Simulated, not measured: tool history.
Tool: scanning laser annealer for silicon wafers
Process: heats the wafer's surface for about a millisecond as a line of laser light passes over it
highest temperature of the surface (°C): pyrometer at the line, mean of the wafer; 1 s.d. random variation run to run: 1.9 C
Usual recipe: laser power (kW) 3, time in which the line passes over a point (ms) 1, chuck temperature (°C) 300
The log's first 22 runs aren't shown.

run,hour,laser power (kW),time in which the line passes over a point (ms),chuck temperature (°C),highest temperature of the surface (°C)
23,400.5,3.237,0.98,300,1171
24,418.5,2.82,0.79,296,965
25,443.6,2.82,0.79,296,963
26,467.5,3.234,1,307,1182
27,484.6,3.234,1,307,1185
28,507.2,3,0.78,300,1003
29,530.9,2.683,1.23,300,1095
30,546.5,2.683,1.23,300,1099
31,560.4,2.979,1.23,300,1194
32,581,2.979,1.23,300,1195
33,600.4,2.745,0.96,276,994
# hour 615.9: window over the wafer cleaned
34,619.8,2.745,0.96,276,992
35,632,2.745,0.96,276,996
36,655.3,3.294,0.79,332,1119
37,666.9,3.294,0.79,332,1124
38,680.5,3.086,0.79,283,1017
39,695.1,2.902,0.92,260,1004
40,707.8,2.902,0.85,260,975
41,732.2,2.902,0.85,260,974

3 ways to go on from here, each from the tool as it stands after run 41. What would each give?
A,743,3.015,1.1,260,?
B,743,2.902,1.06,260,?
C,743,2.902,0.9,260,?

run,highest temperature of the surface (°C)
A,1114
B,1065
C,995
Without the tool's unlogged condition, the same runs would have read:
run,highest temperature of the surface (°C)
A,1114
B,1065
C,995

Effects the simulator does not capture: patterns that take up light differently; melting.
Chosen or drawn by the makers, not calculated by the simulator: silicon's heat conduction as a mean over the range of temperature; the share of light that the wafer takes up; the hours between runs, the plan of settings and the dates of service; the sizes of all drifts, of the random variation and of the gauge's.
